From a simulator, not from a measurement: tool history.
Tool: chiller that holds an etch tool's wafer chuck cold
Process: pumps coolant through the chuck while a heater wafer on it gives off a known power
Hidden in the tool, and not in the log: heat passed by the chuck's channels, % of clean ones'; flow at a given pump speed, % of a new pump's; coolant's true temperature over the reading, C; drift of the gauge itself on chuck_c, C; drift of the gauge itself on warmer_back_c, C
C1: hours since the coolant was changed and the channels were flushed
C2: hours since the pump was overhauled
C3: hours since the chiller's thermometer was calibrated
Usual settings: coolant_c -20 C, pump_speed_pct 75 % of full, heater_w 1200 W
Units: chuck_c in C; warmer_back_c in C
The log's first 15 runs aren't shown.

run 16 day=15.05 | coolant_c=-25 pump_speed_pct=75 heater_w=1200 | C1=26 C2=1575 C3=4663 | chuck_c=-12.6 warmer_back_c=4.71
run 17 day=15.742 | coolant_c=-25 pump_speed_pct=94 heater_w=1200 | C1=42 C2=1592 C3=4679 | chuck_c=-14.4 warmer_back_c=3.71
run 18 day=16.525 | coolant_c=-22 pump_speed_pct=93 heater_w=1200 | C1=61 C2=1611 C3=4698 | chuck_c=-11.2 warmer_back_c=3.74
run 19 day=17.342 | coolant_c=-22 pump_speed_pct=93 heater_w=1200 | C1=81 C2=1630 C3=4718 | chuck_c=-11.1 warmer_back_c=3.73
run 20 day=18.642 | coolant_c=-15 pump_speed_pct=62 heater_w=758 | C1=112 C2=1662 C3=4749 | chuck_c=-6.1 warmer_back_c=3.58
run 21 day=19.438 | coolant_c=-21 pump_speed_pct=62 heater_w=643 | C1=131 C2=1681 C3=4768 | chuck_c=-13.1 warmer_back_c=3.02
run 22 day=20.167 | coolant_c=-20 pump_speed_pct=75 heater_w=1193 | C1=148 C2=1698 C3=4786 | chuck_c=-7.6 warmer_back_c=4.62
run 23 day=20.862 | coolant_c=-10 pump_speed_pct=82 heater_w=1727 | C1=165 C2=1715 C3=4802 | chuck_c=6.9 warmer_back_c=6.12
run 24 day=21.721 | coolant_c=-10 pump_speed_pct=82 heater_w=1727 | C1=186 C2=1735 C3=4823 | chuck_c=7.1 warmer_back_c=6.11

Forecast run 25:
run 25 day=22.892 | coolant_c=-10 pump_speed_pct=82 heater_w=1727 | C1=214 C2=1764 C3=4851 | chuck_c=? warmer_back_c=?

Run 25 gave chuck_c 7 C, warmer_back_c 6.13 C.
Without the tool's hidden state the same run would have given chuck_c 7 C, warmer_back_c 6.13 C.

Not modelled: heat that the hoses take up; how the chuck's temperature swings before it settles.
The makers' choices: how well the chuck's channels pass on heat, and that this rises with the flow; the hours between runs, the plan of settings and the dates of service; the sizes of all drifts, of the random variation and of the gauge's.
